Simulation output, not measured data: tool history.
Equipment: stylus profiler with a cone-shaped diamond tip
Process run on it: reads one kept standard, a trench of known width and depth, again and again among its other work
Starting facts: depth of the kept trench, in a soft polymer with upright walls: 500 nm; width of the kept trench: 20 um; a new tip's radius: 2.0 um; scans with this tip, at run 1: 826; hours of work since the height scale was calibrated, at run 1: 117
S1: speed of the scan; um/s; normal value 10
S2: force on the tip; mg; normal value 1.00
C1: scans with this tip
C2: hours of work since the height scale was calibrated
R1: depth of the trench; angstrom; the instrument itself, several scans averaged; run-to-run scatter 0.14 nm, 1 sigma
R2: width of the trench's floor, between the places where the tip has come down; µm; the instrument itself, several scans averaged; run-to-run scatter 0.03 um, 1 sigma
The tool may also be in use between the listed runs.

| run | hour | S1 | S2 | C1 | C2 | R1 | R2 |
|---|---|---|---|---|---|---|---|
| 1 | 0.0 | 10 | 1.00 | 826 | 117 | 5024.3 | 17.32 |
| 2 | 18.5 | 10 | 1.00 | 891 | 127 | 5020.7 | 17.31 |
| 3 | 31.5 | 4 | 1.00 | 937 | 133 | 5022.0 | 17.26 |
| 4 | 48.6 | 10 | 1.00 | 997 | 142 | 5025.1 | 17.37 |
| 5 | 64.7 | 10 | 1.00 | 1054 | 150 | 5022.1 | 17.33 |
| 6 | 81.7 | 3 | 1.00 | 1113 | 158 | 5023.3 | 17.34 |
| 7 | 94.4 | 3 | 1.00 | 1158 | 164 | 5023.5 | 17.31 |
| 8 | 110.6 | 3 | 1.00 | 1215 | 173 | 5024.5 | 17.32 |
| 9 | 135.3 | 13 | 1.33 | 1302 | 185 | 5028.8 | 17.32 |
| 10 | 156.7 | 13 | 1.33 | 1378 | 196 | 5030.5 | 17.27 |
| 11 | 177.3 | 36 | 0.83 | 1450 | 206 | 5021.9 | 17.15 |
| 12 | 190.2 | 36 | 0.83 | 1495 | 212 | 5023.0 | 17.18 |
| 13 | 213.5 | 11 | 1.57 | 1578 | 224 | 5030.5 | 17.29 |
| 14 | 230.2 | 11 | 1.57 | 1636 | 232 | 5032.6 | 17.20 |
| 15 | 244.9 | 7 | 1.69 | 1688 | 240 | 5033.9 | 17.25 |

Selected run-to-run steps in R2, each split into two signed amounts: the part the tool would show with no hidden state at all (from settings, incoming material and random variation), and the remainder, which goes to the hidden state together with any gauge scatter not common to the measured and the hidden-state-free results:
The hidden state here: radius of the tip, um; height scale over the true one, %; drift of the gauge itself on depth_nm, %; drift of the gauge itself on floor_um, %.
Run 1 -> 2: settings left as they were, no log entry in between. R2 -0.01 µm: hidden state -0.01, all else +0.00.
Run 10 -> 11: S1 13 -> 36, S2 1.33 -> 0.83. R2 -0.12 µm: hidden state -0.01, all else -0.11.
